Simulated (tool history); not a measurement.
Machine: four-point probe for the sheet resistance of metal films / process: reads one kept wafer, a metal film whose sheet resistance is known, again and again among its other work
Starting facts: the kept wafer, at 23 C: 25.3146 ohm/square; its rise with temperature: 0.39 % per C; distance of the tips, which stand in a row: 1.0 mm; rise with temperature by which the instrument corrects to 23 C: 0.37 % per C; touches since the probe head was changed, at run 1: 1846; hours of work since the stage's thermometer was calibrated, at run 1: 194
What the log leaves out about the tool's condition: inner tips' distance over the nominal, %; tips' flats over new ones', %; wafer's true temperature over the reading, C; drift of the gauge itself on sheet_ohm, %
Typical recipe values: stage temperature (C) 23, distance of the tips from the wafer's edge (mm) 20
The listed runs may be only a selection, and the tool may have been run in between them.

run,day,stage temperature (C),distance of the tips from the wafer's edge (mm),touches since the probe head was changed,hours of work since the stage's thermometer was calibrated,sheet resistance as the instrument gives it (ohm/square)
1,0.000,23,20,1846,194,25.311241
2,1.000,23,20,2450,206,25.304549
3,2.096,23,20,3110,219,25.303558
4,2.825,23,20,3547,227,25.304735
5,3.858,35,20,4170,239,25.352697
6,4.538,35,20,4581,247,25.363568
7,5.117,23,26,4929,253,25.290596
8,5.600,23,20,5220,259,25.317033
9,6.304,23,20,5646,267,25.316043
10,6.892,23,20,5998,274,25.315259
11,7.800,23,20,6546,284,25.314459
12,8.779,23,20,7135,295,25.321158
13,9.321,23,20,7463,302,25.311155
14,9.783,23,20,7740,307,25.312522
15,10.429,23,20,8130,314,25.320627
16,11.500,23,20,8776,327,25.316389
17,12.512,23,20,9387,338,25.322835
18,13.562,23,20,10017,350,25.320681
19,14.638,23,20,10667,363,25.323882
20,15.679,23,20,11295,375,25.324805
21,16.542,18,20,11814,385,25.298458
22,17.458,18,20,12365,395,25.309756
23,18.417,18,20,12944,406,25.311185
24,18.967,26,12,13274,412,25.400417
25,20.075,23,43,13941,425,25.312204
26,20.800,23,43,14379,433,25.312252
27,21.683,23,43,14911,444,25.300026
28,22.733,20,13,15543,456,25.368703
# day 22.833: stage's thermometer calibrated
29,23.550,34,20,16024,8,25.378028
30,24.358,27,14,16511,18,25.394043
31,24.933,32,3,16858,24,26.766536
32,25.479,18,8,17187,30,25.498451
33,26.262,31,15,17657,39,25.388319
34,26.808,28,31,17987,46,25.337843
# day 26.992: stage's thermometer calibrated, once more
35,27.521,23,33,18405,6,25.314615
36,28.562,23,33,19032,18,25.315957
37,29.358,29,10,19511,27,25.471065
38,29.958,29,10,19872,34,25.466812
39,30.746,32,4,20346,43,26.185522
40,31.750,31,63,20952,55,25.341866
41,32.533,31,63,21424,64,25.349383
42,33.367,33,20,21926,73,25.394438
43,33.938,33,28,22269,80,25.373364
44,34.488,19,31,22602,86,25.319469
45,35.388,23,30,23145,96,25.335291

Alternative continuations, all from the tool just after run 45; predict every row:
A,36.442,26,5,23779,109,?
B,36.442,25,20,23779,109,?
C,36.442,23,20,23779,109,?

run,sheet resistance as the instrument gives it (ohm/square)
A,25.859247
B,25.361534
C,25.351222
Take away the tool's hidden state, keep each run's random variation, and the runs would have read:
run,sheet resistance as the instrument gives it (ohm/square)
A,25.855325
B,25.357670
C,25.347319
